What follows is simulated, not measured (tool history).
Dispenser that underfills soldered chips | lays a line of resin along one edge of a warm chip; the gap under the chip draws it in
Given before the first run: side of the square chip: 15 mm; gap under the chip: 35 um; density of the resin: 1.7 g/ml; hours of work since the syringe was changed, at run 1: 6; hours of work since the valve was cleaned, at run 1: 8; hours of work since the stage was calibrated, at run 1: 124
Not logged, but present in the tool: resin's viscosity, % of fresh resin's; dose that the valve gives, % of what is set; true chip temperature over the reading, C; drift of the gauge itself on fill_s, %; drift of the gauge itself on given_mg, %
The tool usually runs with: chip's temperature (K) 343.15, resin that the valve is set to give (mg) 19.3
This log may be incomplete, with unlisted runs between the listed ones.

run  hour  chip's temperature (K)  resin that the valve is set to give (mg)  hours of work since the syringe was changed  hours of work since the valve was cleaned  hours of work since the stage was calibrated  time until the resin shows at the far edge (s)  resin that the valve gave (mg)
  1     0                  343.15                                      19.3                                            6                                          8                                           124                                           284.7                           19.25
      4.8  -- new syringe of resin
  2   5.5                  343.15                                      19.3                                            0                                         12                                           128                                           189.6                           19.11
  3  13.9                  343.15                                      19.3                                            7                                         18                                           134                                           305.5                           19.01
     18.6  -- new syringe of resin
  4  20.3                  343.15                                      20.3                                            1                                         23                                           139                                           199.3                           19.97
  5  24.7                  343.15                                      20.3                                            5                                         26                                           142                                           253.8                           19.93
     31.9  -- new syringe of resin
  6  33.2                  343.15                                      20.3                                            1                                         32                                           148                                           194.3                           19.91
  7  39.5                  343.15                                      20.3                                            6                                         37                                           153                                           279.1                           19.83
     45.3  -- new syringe of resin
  8    47                  343.15                                      20.3                                            1                                         42                                           158                                           198.8                           19.64
     54.9  -- dispensing valve cleaned and set on the balance
  9    55                  332.15                                      17.9                                            6                                          0                                           163                                           526.4                           18.01

What does the tool deliver on the next run?
 10  58.5                  342.15                                      17.5                                            9                                          3                                           166                                               ?                               ?

{"run 10": {"time until the resin shows at the far edge (s)": 386.9, "resin that the valve gave (mg)": 17.49}}
Had the tool carried no hidden state, the very same run would have given time until the resin shows at the far edge (s) 196.6, resin that the valve gave (mg) 17.49.
